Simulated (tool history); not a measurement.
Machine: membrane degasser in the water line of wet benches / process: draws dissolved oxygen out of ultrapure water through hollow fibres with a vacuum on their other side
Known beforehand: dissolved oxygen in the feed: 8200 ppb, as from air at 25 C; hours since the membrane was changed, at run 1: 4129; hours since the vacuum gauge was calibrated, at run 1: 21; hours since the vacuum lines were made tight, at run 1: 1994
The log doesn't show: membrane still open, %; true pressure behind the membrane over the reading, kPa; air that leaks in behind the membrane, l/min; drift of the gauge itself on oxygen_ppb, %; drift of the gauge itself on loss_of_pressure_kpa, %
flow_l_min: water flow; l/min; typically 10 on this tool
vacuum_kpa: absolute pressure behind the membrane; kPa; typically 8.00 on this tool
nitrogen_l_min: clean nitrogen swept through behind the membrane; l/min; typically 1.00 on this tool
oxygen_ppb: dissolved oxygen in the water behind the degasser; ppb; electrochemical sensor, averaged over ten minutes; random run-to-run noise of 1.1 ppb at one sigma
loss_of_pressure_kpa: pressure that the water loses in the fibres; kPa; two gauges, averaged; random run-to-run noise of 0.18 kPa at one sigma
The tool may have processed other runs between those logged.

run    hour  flow_l_min  vacuum_kpa  nitrogen_l_min  hours since the membrane was changed  hours since the vacuum gauge was calibrated  hours since the vacuum lines were made tight  oxygen_ppb  loss_of_pressure_kpa
  1     0.0          10        8.00            1.00                                  4129                                           21                                          1994       116.6                 36.08
  2   108.5          13        8.00            1.00                                  4238                                          129                                          2103       150.5                 47.41
  3   225.3          13        8.00            1.00                                  4354                                          246                                          2220       149.3                 47.16
  4   304.0          10        8.00            1.00                                  4433                                          325                                          2298       115.6                 36.38
  5   384.8          10        8.00            1.00                                  4514                                          405                                          2379       117.8                 36.19
  6   508.5          10        8.00            1.00                                  4638                                          529                                          2503       116.8                 36.37
  7   637.4          16        8.00            1.00                                  4766                                          658                                          2632       185.2                 58.38
  8   719.5          16        8.00            1.00                                  4849                                          740                                          2714       184.8                 58.39
  9   804.2          16        8.00            1.00                                  4933                                          825                                          2799       184.1                 58.23
      817.1  -- vacuum gauge calibrated
 10   887.9          10        6.33            1.00                                  5016                                           71                                          2882        78.3                 36.57
 11   979.3          10        6.33            1.00                                  5108                                          162                                          2973        77.5                 36.40
 12  1087.9          10        6.33            1.00                                  5217                                          271                                          3082        76.8                 36.80
 13  1205.4           8        6.33            1.00                                  5334                                          388                                          3199        63.6                 29.05
 14  1307.8          10        8.00            1.00                                  5436                                          491                                          3302       117.0                 36.49
 15  1401.7           7        8.00            1.00                                  5530                                          585                                          3396        84.5                 25.62
     1523.8  -- vacuum gauge calibrated, once more
 16  1523.8          10        8.00            1.00                                  5652                                            0                                          3517       118.4                 36.43
 17  1595.2           7       16.01            1.00                                  5723                                           71                                          3589       218.7                 25.80
 18  1653.7           7       13.33            2.67                                  5782                                          130                                          3647        68.0                 25.43
 19  1764.9           7       13.33            2.67                                  5893                                          241                                          3758        68.2                 25.83
 20  1821.7          15       13.33            1.45                                  5950                                          298                                          3815       254.7                 55.03
 21  1899.7          15       13.33            1.45                                  6028                                          376                                          3893       253.1                 55.30
 22  1956.7          10        8.00            2.38                                  6085                                          433                                          3950        52.8                 36.62
 23  2061.8           7        5.29            1.04                                  6190                                          538                                          4055        36.0                 25.48
 24  2149.7           7       16.27            1.59                                  6278                                          626                                          4143       143.8                 25.70
 25  2285.7          10       19.15            2.11                                  6414                                          762                                          4279       187.4                 37.01
 26  2361.3           7        7.14            0.68                                  6489                                          838                                          4355        99.7                 25.70
 27  2454.1           7        7.43            0.88                                  6582                                          930                                          4448        84.3                 26.06
 28  2523.2           8        5.36            1.00                                  6651                                          999                                          4517        45.8                 29.74
 29  2609.2           7       11.91            0.42                                  6737                                         1085                                          4603       328.4                 26.06
 30  2713.6           7       11.91            0.42                                  6842                                         1190                                          4707       332.4                 25.46
 31  2809.2          10       11.91            0.70                                  6937                                         1285                                          4803       292.5                 36.96

Across each entry between runs, compare the hidden state at the last listed run before it with the hidden state at the first listed run after it:
From run 9 to run 10: vacuum gauge calibrated (hour 817.1)
  true pressure behind the membrane over the reading, kPa: 0.03 -> 0.05; air that leaks in behind the membrane, l/min: 0.0064 -> 0.0065
  what was measured, less what the result would be without the hidden state, oxygen_ppb: +4.0 -> +2.6 ppb; loss_of_pressure_kpa: +1.75 -> +1.12 kPa
From run 15 to run 16: vacuum gauge calibrated, once more (hour 1523.8)
  true pressure behind the membrane over the reading, kPa: 0.07 -> 0; air that leaks in behind the membrane, l/min: 0.0074 -> 0.0076
  what was measured, less what the result would be without the hidden state, oxygen_ppb: +3.1 -> +2.1 ppb; loss_of_pressure_kpa: +0.86 -> +1.26 kPa
